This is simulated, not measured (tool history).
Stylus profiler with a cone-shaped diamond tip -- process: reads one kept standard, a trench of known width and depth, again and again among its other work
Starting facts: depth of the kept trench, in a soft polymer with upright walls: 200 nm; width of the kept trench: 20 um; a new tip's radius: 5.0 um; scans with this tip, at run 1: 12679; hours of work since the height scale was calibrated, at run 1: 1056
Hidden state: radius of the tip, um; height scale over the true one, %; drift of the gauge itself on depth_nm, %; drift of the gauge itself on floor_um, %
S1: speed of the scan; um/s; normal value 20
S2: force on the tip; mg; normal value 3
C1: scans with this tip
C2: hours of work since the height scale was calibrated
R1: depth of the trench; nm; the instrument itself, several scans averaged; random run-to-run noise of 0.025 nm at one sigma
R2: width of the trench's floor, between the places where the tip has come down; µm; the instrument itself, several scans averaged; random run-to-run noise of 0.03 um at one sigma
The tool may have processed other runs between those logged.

run    hour  S1    S2     C1    C2      R1     R2
  1       0  20     3  12679  1056  203.24   16.2
  2    64.2  20     3  13251  1103  203.24   16.2
  3   143.2  20     3  13953  1162  203.21  16.13
  4     212  20     3  14566  1213  203.25   16.1
  5   301.6  20     3  15363  1279  203.26     16
  6   342.2  20     3  15725  1309  203.28  16.06
  7   391.1   9     3  16160  1345  203.27  16.08
  8     456   9     3  16737  1393  203.28  16.07
  9   530.1   9     3  17397  1448  203.29  15.95
 10   593.9  10     3  17964  1495  203.31  15.95
 11   646.9  10     3  18437  1535  203.36  15.88
      704.4  -- height scale calibrated on a step standard
 12   704.4   6     3  18944     0  202.83   15.9
 13   762.6  20     3  19461    43  202.85  15.77
 14   830.5  54     3  20066    93  202.85  15.56
 15   884.3  20     3  20545   133  202.88  15.74
 16   930.2   5  3.96  20953   167  203.48  15.77
 17   970.2  62  4.53  21309   197  203.84  15.56
 18  1028.9  78     1  21832   240   201.4  14.96
 19  1116.6  78     1  22612   305  201.43  14.99
 20  1158.6  39  1.06  22986   337  201.54  15.34
 21  1230.8  36  4.05  23628   390   203.6   15.5
 22  1271.5   9  5.43  23991   420  204.38  15.64
 23  1360.6  30  6.17  24784   486  204.82  15.53
 24  1437.2  65  2.82  25465   543   202.9  15.23
 25  1521.6  65  2.82  26217   605   202.9  15.08
 26  1578.8  65  2.82  26726   648   202.9  15.15
 27  1644.2  65  1.29  27308   696  201.85   14.9
 28  1737.7  25  4.26  28140   766  203.86  15.34
 29  1828.5   6  1.13  28948   833  201.79  15.41

Forecast each of these 5 alternatives for the next run:
  A  1911.8  26  8.09  29690  895   ?   ?
  B  1911.8  19  7.11  29690  895   ?   ?
  C  1911.8   6  3.92  29690  895   ?   ?
  D  1911.8  48  2.71  29690  895   ?   ?
  E  1911.8  25  4.42  29690  895   ?   ?

run      R1     R2
  A  205.82  15.36
  B   205.4   15.3
  C  203.71  15.37
  D  202.97  15.07
  E  203.98  15.26
Without the tool's unlogged condition, the same runs would have read:
run      R1     R2
  A  205.51  17.17
  B  205.09  17.12
  C  203.41  17.18
  D  202.67  16.88
  E  203.68  17.07
